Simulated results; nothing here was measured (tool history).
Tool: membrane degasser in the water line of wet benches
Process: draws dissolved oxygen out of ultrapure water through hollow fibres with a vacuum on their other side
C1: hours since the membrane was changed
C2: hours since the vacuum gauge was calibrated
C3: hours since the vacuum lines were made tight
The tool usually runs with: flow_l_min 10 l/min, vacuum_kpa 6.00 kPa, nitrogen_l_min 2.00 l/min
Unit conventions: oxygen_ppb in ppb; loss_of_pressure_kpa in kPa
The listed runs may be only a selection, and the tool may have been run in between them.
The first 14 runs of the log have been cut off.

{"run": 15, "day": 150.133, "flow_l_min": 10, "vacuum_kpa": 6.0, "nitrogen_l_min": 2.0, "C1": 6615, "C2": 7084, "C3": 1517, "oxygen_ppb": 58.3, "loss_of_pressure_kpa": 50.91}
{"run": 16, "day": 157.25, "flow_l_min": 10, "vacuum_kpa": 6.0, "nitrogen_l_min": 2.1, "C1": 6786, "C2": 7255, "C3": 1688, "oxygen_ppb": 57.0, "loss_of_pressure_kpa": 51.41}
{"run": 17, "day": 166.604, "flow_l_min": 10, "vacuum_kpa": 4.16, "nitrogen_l_min": 2.0, "C1": 7010, "C2": 7479, "C3": 1912, "oxygen_ppb": 37.6, "loss_of_pressure_kpa": 51.59}
{"run": 18, "day": 176.412, "flow_l_min": 10, "vacuum_kpa": 4.16, "nitrogen_l_min": 5.69, "C1": 7245, "C2": 7715, "C3": 2148, "oxygen_ppb": 22.5, "loss_of_pressure_kpa": 51.85}
{"day": 177.088, "done": "vacuum gauge calibrated"}
{"run": 19, "day": 187.171, "flow_l_min": 10, "vacuum_kpa": 6.0, "nitrogen_l_min": 1.25, "C1": 7503, "C2": 242, "C3": 2405, "oxygen_ppb": 91.7, "loss_of_pressure_kpa": 51.86}
{"run": 20, "day": 200.371, "flow_l_min": 7, "vacuum_kpa": 5.35, "nitrogen_l_min": 2.22, "C1": 7820, "C2": 559, "C3": 2722, "oxygen_ppb": 29.1, "loss_of_pressure_kpa": 36.17}
{"run": 21, "day": 213.438, "flow_l_min": 8, "vacuum_kpa": 13.75, "nitrogen_l_min": 4.86, "C1": 8134, "C2": 872, "C3": 3036, "oxygen_ppb": 54.7, "loss_of_pressure_kpa": 42.04}
{"day": 223.333, "done": "membrane cartridge changed"}
{"run": 22, "day": 225.4, "flow_l_min": 8, "vacuum_kpa": 13.75, "nitrogen_l_min": 4.86, "C1": 50, "C2": 1155, "C3": 3319, "oxygen_ppb": 50.7, "loss_of_pressure_kpa": 36.74}
{"run": 23, "day": 231.808, "flow_l_min": 6, "vacuum_kpa": 6.92, "nitrogen_l_min": 0.81, "C1": 203, "C2": 1309, "C3": 3473, "oxygen_ppb": 92.0, "loss_of_pressure_kpa": 27.71}
{"run": 24, "day": 239.858, "flow_l_min": 13, "vacuum_kpa": 3.67, "nitrogen_l_min": 1.92, "C1": 397, "C2": 1503, "C3": 3666, "oxygen_ppb": 55.8, "loss_of_pressure_kpa": 59.75}
{"run": 25, "day": 251.383, "flow_l_min": 13, "vacuum_kpa": 3.67, "nitrogen_l_min": 1.92, "C1": 673, "C2": 1779, "C3": 3943, "oxygen_ppb": 56.6, "loss_of_pressure_kpa": 60.1}
{"day": 260.692, "done": "vacuum gauge calibrated, once more"}
{"run": 26, "day": 265.783, "flow_l_min": 10, "vacuum_kpa": 4.7, "nitrogen_l_min": 0.96, "C1": 1018, "C2": 122, "C3": 4288, "oxygen_ppb": 44.3, "loss_of_pressure_kpa": 46.77}
{"day": 273.588, "done": "seals of the vacuum lines changed"}
{"run": 27, "day": 275.133, "flow_l_min": 7, "vacuum_kpa": 11.95, "nitrogen_l_min": 1.88, "C1": 1241, "C2": 345, "C3": 37, "oxygen_ppb": 81.0, "loss_of_pressure_kpa": 32.56}
{"run": 28, "day": 286.925, "flow_l_min": 8, "vacuum_kpa": 4.17, "nitrogen_l_min": 2.2, "C1": 1524, "C2": 628, "C3": 320, "oxygen_ppb": 10.9, "loss_of_pressure_kpa": 37.4}
{"run": 29, "day": 293.471, "flow_l_min": 8, "vacuum_kpa": 4.17, "nitrogen_l_min": 2.2, "C1": 1681, "C2": 785, "C3": 477, "oxygen_ppb": 10.5, "loss_of_pressure_kpa": 37.36}
{"run": 30, "day": 304.75, "flow_l_min": 14, "vacuum_kpa": 6.0, "nitrogen_l_min": 1.83, "C1": 1951, "C2": 1055, "C3": 748, "oxygen_ppb": 95.0, "loss_of_pressure_kpa": 66.65}
{"run": 31, "day": 315.879, "flow_l_min": 14, "vacuum_kpa": 6.0, "nitrogen_l_min": 2.09, "C1": 2219, "C2": 1323, "C3": 1015, "oxygen_ppb": 88.3, "loss_of_pressure_kpa": 66.35}
{"run": 32, "day": 322.783, "flow_l_min": 9, "vacuum_kpa": 6.24, "nitrogen_l_min": 1.99, "C1": 2384, "C2": 1488, "C3": 1181, "oxygen_ppb": 41.1, "loss_of_pressure_kpa": 43.24}
{"run": 33, "day": 330.854, "flow_l_min": 9, "vacuum_kpa": 6.24, "nitrogen_l_min": 1.99, "C1": 2578, "C2": 1682, "C3": 1374, "oxygen_ppb": 40.3, "loss_of_pressure_kpa": 42.99}

Below are 3 alternative next runs, each starting from the tool's condition after run 33. Predict each:
{"run": "A", "day": 338.804, "flow_l_min": 7, "vacuum_kpa": 6.24, "nitrogen_l_min": 5.02, "C1": 2769, "C2": 1873, "C3": 1565, "oxygen_ppb": "?", "loss_of_pressure_kpa": "?"}
{"run": "B", "day": 338.804, "flow_l_min": 12, "vacuum_kpa": 13.47, "nitrogen_l_min": 2.19, "C1": 2769, "C2": 1873, "C3": 1565, "oxygen_ppb": "?", "loss_of_pressure_kpa": "?"}
{"run": "C", "day": 338.804, "flow_l_min": 15, "vacuum_kpa": 3.76, "nitrogen_l_min": 2.0, "C1": 2769, "C2": 1873, "C3": 1565, "oxygen_ppb": "?", "loss_of_pressure_kpa": "?"}

run=A oxygen_ppb=11.8 loss_of_pressure_kpa=33.66
run=B oxygen_ppb=161.8 loss_of_pressure_kpa=57.43
run=C oxygen_ppb=71.0 loss_of_pressure_kpa=71.46
Had the tool no hidden state, the same runs would have come out as:
run=A oxygen_ppb=10.8 loss_of_pressure_kpa=32.27
run=B oxygen_ppb=153.7 loss_of_pressure_kpa=55.05
run=C oxygen_ppb=56.7 loss_of_pressure_kpa=68.51
